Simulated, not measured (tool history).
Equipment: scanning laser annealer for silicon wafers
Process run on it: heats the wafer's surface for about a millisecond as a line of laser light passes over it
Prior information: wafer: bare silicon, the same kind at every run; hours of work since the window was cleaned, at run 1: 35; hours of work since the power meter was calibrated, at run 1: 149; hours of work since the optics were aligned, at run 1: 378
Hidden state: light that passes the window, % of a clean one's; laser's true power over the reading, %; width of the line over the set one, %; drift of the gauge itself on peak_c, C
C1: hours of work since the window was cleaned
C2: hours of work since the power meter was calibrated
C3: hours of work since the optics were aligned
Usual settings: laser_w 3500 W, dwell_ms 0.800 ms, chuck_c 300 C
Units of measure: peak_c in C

Run 1, day 0.000: usual settings; C1 35; C2 149; C3 378. Result: peak_c 1004 C.
Run 2, day 0.596: usual settings; C1 42; C2 156; C3 385. Result: peak_c 1004 C.
Run 3, day 1.200: usual settings; C1 50; C2 164; C3 393. Result: peak_c 1006 C.
Run 4, day 1.721: usual settings; C1 57; C2 171; C3 400. Result: peak_c 1000 C.
Run 5, day 2.417: usual settings; C1 65; C2 180; C3 409. Result: peak_c 998 C.
Run 6, day 2.767: usual settings; C1 70; C2 184; C3 413. Result: peak_c 995 C.
Run 7, day 3.421: usual settings; C1 78; C2 193; C3 421. Result: peak_c 997 C.
Run 8, day 3.725: usual settings but chuck_c 273 C; C1 82; C2 197; C3 425. Result: peak_c 972 C.
Run 9, day 4.158: usual settings; C1 88; C2 202; C3 431. Result: peak_c 998 C.
Run 10, day 4.850: usual settings; C1 97; C2 211; C3 440. Result: peak_c 997 C.
Run 11, day 5.325: usual settings; C1 103; C2 217; C3 446. Result: peak_c 996 C.
Run 12, day 5.842: usual settings; C1 109; C2 224; C3 452. Result: peak_c 993 C.
Run 13, day 6.258: usual settings but dwell_ms 0.624 ms; C1 115; C2 229; C3 458. Result: peak_c 905 C.
Run 14, day 6.733: usual settings but laser_w 3715 W; C1 121; C2 235; C3 464. Result: peak_c 1047 C.
Run 15, day 7.308: usual settings but laser_w 3715 W; C1 128; C2 242; C3 471. Result: peak_c 1042 C.
Run 16, day 7.929: usual settings; C1 136; C2 250; C3 479. Result: peak_c 991 C.
Run 17, day 8.517: usual settings but laser_w 3843 W; C1 144; C2 258; C3 487. Result: peak_c 1073 C.
Run 18, day 9.221: usual settings but laser_w 3843 W; C1 153; C2 267; C3 496. Result: peak_c 1069 C.
Run 19, day 9.788: usual settings but laser_w 3741 W; C1 160; C2 274; C3 503. Result: peak_c 1045 C.
Run 20, day 10.425: usual settings but laser_w 3723 W, chuck_c 293 C; C1 168; C2 282; C3 511. Result: peak_c 1034 C.
Run 21, day 11.025: usual settings but laser_w 3125 W, dwell_ms 0.763 ms, chuck_c 268 C; C1 176; C2 290; C3 519. Result: peak_c 853 C.
Run 22, day 11.388: usual settings but laser_w 3123 W, dwell_ms 0.763 ms, chuck_c 321 C; C1 180; C2 295; C3 523. Result: peak_c 910 C.
Run 23, day 12.000: usual settings but laser_w 3123 W, dwell_ms 0.763 ms, chuck_c 321 C; C1 188; C2 302; C3 531. Result: peak_c 907 C.
Run 24, day 12.479: usual settings but laser_w 3123 W, dwell_ms 0.763 ms, chuck_c 321 C; C1 194; C2 309; C3 537. Result: peak_c 909 C.
Run 25, day 12.838: usual settings but laser_w 3606 W, dwell_ms 0.833 ms, chuck_c 297 C; C1 199; C2 313; C3 542. Result: peak_c 1022 C.
Run 26, day 13.179: usual settings but laser_w 3752 W, dwell_ms 0.833 ms, chuck_c 263 C; C1 203; C2 318; C3 546. Result: peak_c 1026 C.
Run 27, day 13.700: usual settings but laser_w 3752 W, dwell_ms 0.833 ms, chuck_c 263 C; C1 210; C2 324; C3 553. Result: peak_c 1026 C.
Run 28, day 14.304: usual settings but laser_w 3450 W, dwell_ms 0.732 ms, chuck_c 312 C; C1 218; C2 332; C3 561. Result: peak_c 954 C.
Run 29, day 14.979: usual settings but dwell_ms 0.996 ms, chuck_c 288 C; C1 226; C2 341; C3 569. Result: peak_c 1062 C.
Run 30, day 15.404: usual settings but laser_w 3057 W, dwell_ms 0.609 ms, chuck_c 330 C; C1 232; C2 346; C3 575. Result: peak_c 829 C.
Run 31, day 15.938: usual settings but laser_w 3057 W, dwell_ms 0.804 ms, chuck_c 281 C; C1 239; C2 353; C3 582. Result: peak_c 864 C.
Run 32, day 16.308: usual settings but laser_w 3105 W, dwell_ms 0.836 ms, chuck_c 338 C; C1 243; C2 358; C3 586. Result: peak_c 946 C.
Run 33, day 16.742: usual settings but laser_w 3167 W, dwell_ms 0.836 ms, chuck_c 331 C; C1 249; C2 363; C3 592. Result: peak_c 955 C.
Run 34, day 17.133: usual settings but laser_w 3695 W, chuck_c 332 C; C1 254; C2 368; C3 597. Result: peak_c 1056 C.

Run 35 has not been measured yet. What should we expect?
Run 35, day 17.604: usual settings but laser_w 3695 W, chuck_c 332 C; C1 260; C2 374; C3 603. Result: peak_c ?.

peak_c: 1058 C
Had the tool carried no hidden state, the very same run would have given peak_c 1090 C.
